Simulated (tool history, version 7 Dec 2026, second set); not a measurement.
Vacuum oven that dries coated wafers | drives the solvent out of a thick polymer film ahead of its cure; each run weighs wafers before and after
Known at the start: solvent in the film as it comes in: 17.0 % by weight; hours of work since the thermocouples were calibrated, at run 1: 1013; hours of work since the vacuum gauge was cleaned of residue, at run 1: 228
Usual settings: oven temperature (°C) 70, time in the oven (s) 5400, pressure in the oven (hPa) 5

run,hour,oven temperature (°C),time in the oven (s),pressure in the oven (hPa),hours of work since the thermocouples were calibrated,hours of work since the vacuum gauge was cleaned of residue,solvent left in the film (%)
1,0,70,5400,5,1013,228,2.3
2,16.6,70,5400,5,1022,237,2.28
3,32.7,70,5400,5,1030,245,2.33
4,40.6,70,5400,5,1034,249,2.29
5,54.3,70,5400,5,1041,256,2.3
6,63.8,70,5400,5,1045,261,2.25
7,70.9,70,5400,5,1049,264,2.33
8,79.3,70,5400,5,1053,269,2.31
9,94.3,79,7200,15.67,1061,276,0.68
10,103.3,64,5160,13.55,1065,281,4.8
11,115.2,64,7860,5.37,1071,287,2.46
12,128,58,3060,5.37,1078,293,8.95

4 ways to go on from here, each from the tool as it stands after run 12. What would each give?
A,135.6,78,4560,4.85,1082,297,?
B,135.6,70,5400,12.79,1082,297,?
C,135.6,70,4320,7.25,1082,297,?
D,135.6,70,7140,5,1082,297,?

run,solvent left in the film (%)
A,1.13
B,2.65
C,3.43
D,1.35
Without the tool's hidden state the same runs would have given:
run,solvent left in the film (%)
A,0.79
B,2.07
C,2.78
D,0.95
